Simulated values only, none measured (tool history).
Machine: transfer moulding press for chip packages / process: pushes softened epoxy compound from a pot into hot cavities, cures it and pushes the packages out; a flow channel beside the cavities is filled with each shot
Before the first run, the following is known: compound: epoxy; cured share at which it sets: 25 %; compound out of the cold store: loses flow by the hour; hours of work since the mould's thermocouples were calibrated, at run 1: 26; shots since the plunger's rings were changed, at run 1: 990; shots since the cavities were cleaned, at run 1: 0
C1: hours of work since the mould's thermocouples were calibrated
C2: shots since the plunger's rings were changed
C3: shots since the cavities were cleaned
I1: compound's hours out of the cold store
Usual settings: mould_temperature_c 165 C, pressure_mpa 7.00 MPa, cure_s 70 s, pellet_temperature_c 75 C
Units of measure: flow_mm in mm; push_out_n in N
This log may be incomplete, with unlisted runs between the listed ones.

{"run": 1, "hour": 0.0, "mould_temperature_c": 165, "pressure_mpa": 7.0, "cure_s": 70, "pellet_temperature_c": 75, "C1": 26, "C2": 990, "C3": 0, "I1": 19.5, "flow_mm": 917, "push_out_n": 497}
{"run": 2, "hour": 8.7, "mould_temperature_c": 167, "pressure_mpa": 7.0, "cure_s": 70, "pellet_temperature_c": 75, "C1": 31, "C2": 1123, "C3": 133, "I1": 37.5, "flow_mm": 795, "push_out_n": 491}
{"run": 3, "hour": 13.4, "mould_temperature_c": 165, "pressure_mpa": 7.0, "cure_s": 70, "pellet_temperature_c": 75, "C1": 34, "C2": 1194, "C3": 204, "I1": 25.3, "flow_mm": 869, "push_out_n": 631}
{"run": 4, "hour": 22.8, "mould_temperature_c": 165, "pressure_mpa": 7.0, "cure_s": 70, "pellet_temperature_c": 75, "C1": 40, "C2": 1338, "C3": 348, "I1": 10.6, "flow_mm": 979, "push_out_n": 734}
{"run": 5, "hour": 27.7, "mould_temperature_c": 165, "pressure_mpa": 7.0, "cure_s": 86, "pellet_temperature_c": 75, "C1": 43, "C2": 1411, "C3": 421, "I1": 38.4, "flow_mm": 788, "push_out_n": 584}
{"run": 6, "hour": 33.1, "mould_temperature_c": 165, "pressure_mpa": 7.0, "cure_s": 86, "pellet_temperature_c": 75, "C1": 47, "C2": 1494, "C3": 504, "I1": 28.8, "flow_mm": 850, "push_out_n": 600}
{"run": 7, "hour": 39.9, "mould_temperature_c": 165, "pressure_mpa": 7.0, "cure_s": 86, "pellet_temperature_c": 75, "C1": 51, "C2": 1598, "C3": 608, "I1": 12.2, "flow_mm": 963, "push_out_n": 667}
{"run": 8, "hour": 47.4, "mould_temperature_c": 165, "pressure_mpa": 7.0, "cure_s": 86, "pellet_temperature_c": 75, "C1": 55, "C2": 1712, "C3": 722, "I1": 27.5, "flow_mm": 854, "push_out_n": 684}
{"run": 9, "hour": 56.5, "mould_temperature_c": 165, "pressure_mpa": 7.0, "cure_s": 86, "pellet_temperature_c": 75, "C1": 61, "C2": 1850, "C3": 860, "I1": 35.8, "flow_mm": 797, "push_out_n": 707}
{"hour": 59.9, "done": "cavities cleaned with cleaning compound and waxed"}
{"run": 10, "hour": 67.6, "mould_temperature_c": 166, "pressure_mpa": 7.0, "cure_s": 70, "pellet_temperature_c": 75, "C1": 67, "C2": 1997, "C3": 118, "I1": 20.5, "flow_mm": 893, "push_out_n": 534}
{"run": 11, "hour": 73.1, "mould_temperature_c": 166, "pressure_mpa": 7.0, "cure_s": 56, "pellet_temperature_c": 75, "C1": 70, "C2": 2080, "C3": 201, "I1": 35.8, "flow_mm": 796, "push_out_n": 887}
{"run": 12, "hour": 79.9, "mould_temperature_c": 166, "pressure_mpa": 7.0, "cure_s": 56, "pellet_temperature_c": 75, "C1": 75, "C2": 2183, "C3": 304, "I1": 38.2, "flow_mm": 785, "push_out_n": 954}
{"run": 13, "hour": 89.6, "mould_temperature_c": 168, "pressure_mpa": 7.0, "cure_s": 70, "pellet_temperature_c": 75, "C1": 81, "C2": 2332, "C3": 453, "I1": 40.4, "flow_mm": 763, "push_out_n": 650}
{"run": 14, "hour": 94.4, "mould_temperature_c": 168, "pressure_mpa": 7.0, "cure_s": 70, "pellet_temperature_c": 75, "C1": 84, "C2": 2404, "C3": 525, "I1": 13.4, "flow_mm": 934, "push_out_n": 694}
{"run": 15, "hour": 103.7, "mould_temperature_c": 168, "pressure_mpa": 7.0, "cure_s": 70, "pellet_temperature_c": 75, "C1": 89, "C2": 2547, "C3": 668, "I1": 8.9, "flow_mm": 966, "push_out_n": 748}
{"run": 16, "hour": 113.3, "mould_temperature_c": 165, "pressure_mpa": 7.0, "cure_s": 110, "pellet_temperature_c": 81, "C1": 95, "C2": 2692, "C3": 813, "I1": 44.7, "flow_mm": 744, "push_out_n": 616}
{"hour": 119.9, "done": "cavities cleaned with cleaning compound and waxed"}
{"run": 17, "hour": 121.2, "mould_temperature_c": 164, "pressure_mpa": 7.15, "cure_s": 80, "pellet_temperature_c": 69, "C1": 99, "C2": 2790, "C3": 20, "I1": 23.7, "flow_mm": 881, "push_out_n": 420}
{"run": 18, "hour": 128.2, "mould_temperature_c": 160, "pressure_mpa": 8.56, "cure_s": 64, "pellet_temperature_c": 69, "C1": 104, "C2": 2896, "C3": 126, "I1": 30.3, "flow_mm": 931, "push_out_n": 1008}
{"run": 19, "hour": 137.4, "mould_temperature_c": 165, "pressure_mpa": 7.0, "cure_s": 102, "pellet_temperature_c": 75, "C1": 109, "C2": 3036, "C3": 266, "I1": 16.7, "flow_mm": 915, "push_out_n": 500}
{"run": 20, "hour": 145.6, "mould_temperature_c": 157, "pressure_mpa": 6.97, "cure_s": 70, "pellet_temperature_c": 75, "C1": 114, "C2": 3161, "C3": 391, "I1": 38.0, "flow_mm": 801, "push_out_n": 1238}
{"run": 21, "hour": 151.6, "mould_temperature_c": 168, "pressure_mpa": 8.44, "cure_s": 70, "pellet_temperature_c": 75, "C1": 118, "C2": 3252, "C3": 482, "I1": 45.9, "flow_mm": 793, "push_out_n": 655}
{"run": 22, "hour": 159.0, "mould_temperature_c": 165, "pressure_mpa": 7.03, "cure_s": 63, "pellet_temperature_c": 75, "C1": 123, "C2": 3365, "C3": 595, "I1": 10.8, "flow_mm": 955, "push_out_n": 1085}
{"run": 23, "hour": 168.8, "mould_temperature_c": 165, "pressure_mpa": 7.03, "cure_s": 63, "pellet_temperature_c": 75, "C1": 129, "C2": 3515, "C3": 745, "I1": 12.8, "flow_mm": 938, "push_out_n": 1165}
{"run": 24, "hour": 177.9, "mould_temperature_c": 165, "pressure_mpa": 7.03, "cure_s": 63, "pellet_temperature_c": 75, "C1": 134, "C2": 3653, "C3": 883, "I1": 27.5, "flow_mm": 835, "push_out_n": 1082}
{"hour": 179.9, "done": "cavities cleaned with cleaning compound and waxed"}
{"run": 25, "hour": 188.7, "mould_temperature_c": 165, "pressure_mpa": 7.0, "cure_s": 62, "pellet_temperature_c": 65, "C1": 140, "C2": 3795, "C3": 134, "I1": 27.3, "flow_mm": 832, "push_out_n": 769}
{"run": 26, "hour": 193.4, "mould_temperature_c": 165, "pressure_mpa": 7.0, "cure_s": 62, "pellet_temperature_c": 65, "C1": 143, "C2": 3866, "C3": 205, "I1": 13.8, "flow_mm": 921, "push_out_n": 888}
{"run": 27, "hour": 200.4, "mould_temperature_c": 162, "pressure_mpa": 7.0, "cure_s": 94, "pellet_temperature_c": 75, "C1": 147, "C2": 3973, "C3": 312, "I1": 20.4, "flow_mm": 894, "push_out_n": 562}
{"run": 28, "hour": 207.2, "mould_temperature_c": 165, "pressure_mpa": 7.0, "cure_s": 67, "pellet_temperature_c": 75, "C1": 152, "C2": 4077, "C3": 416, "I1": 32.7, "flow_mm": 799, "push_out_n": 779}
{"run": 29, "hour": 216.3, "mould_temperature_c": 165, "pressure_mpa": 8.39, "cure_s": 67, "pellet_temperature_c": 75, "C1": 157, "C2": 4214, "C3": 553, "I1": 19.0, "flow_mm": 971, "push_out_n": 906}

What if the next run were any one of these 3? Each begins from the tool's condition after run 29:
{"run": "A", "hour": 225.6, "mould_temperature_c": 165, "pressure_mpa": 8.39, "cure_s": 67, "pellet_temperature_c": 85, "C1": 163, "C2": 4357, "C3": 696, "I1": 30.5, "flow_mm": "?", "push_out_n": "?"}
{"run": "B", "hour": 225.6, "mould_temperature_c": 170, "pressure_mpa": 6.21, "cure_s": 60, "pellet_temperature_c": 75, "C1": 163, "C2": 4357, "C3": 696, "I1": 34.7, "flow_mm": "?", "push_out_n": "?"}
{"run": "C", "hour": 225.6, "mould_temperature_c": 162, "pressure_mpa": 7.0, "cure_s": 51, "pellet_temperature_c": 71, "C1": 163, "C2": 4357, "C3": 696, "I1": 47.3, "flow_mm": "?", "push_out_n": "?"}

run=A flow_mm=889 push_out_n=883
run=B flow_mm=725 push_out_n=788
run=C flow_mm=724 push_out_n=1847
With the hidden condition removed and each run's random variation left untouched, the same runs would have given:
run=A flow_mm=937 push_out_n=494
run=B flow_mm=764 push_out_n=438
run=C flow_mm=763 push_out_n=1032

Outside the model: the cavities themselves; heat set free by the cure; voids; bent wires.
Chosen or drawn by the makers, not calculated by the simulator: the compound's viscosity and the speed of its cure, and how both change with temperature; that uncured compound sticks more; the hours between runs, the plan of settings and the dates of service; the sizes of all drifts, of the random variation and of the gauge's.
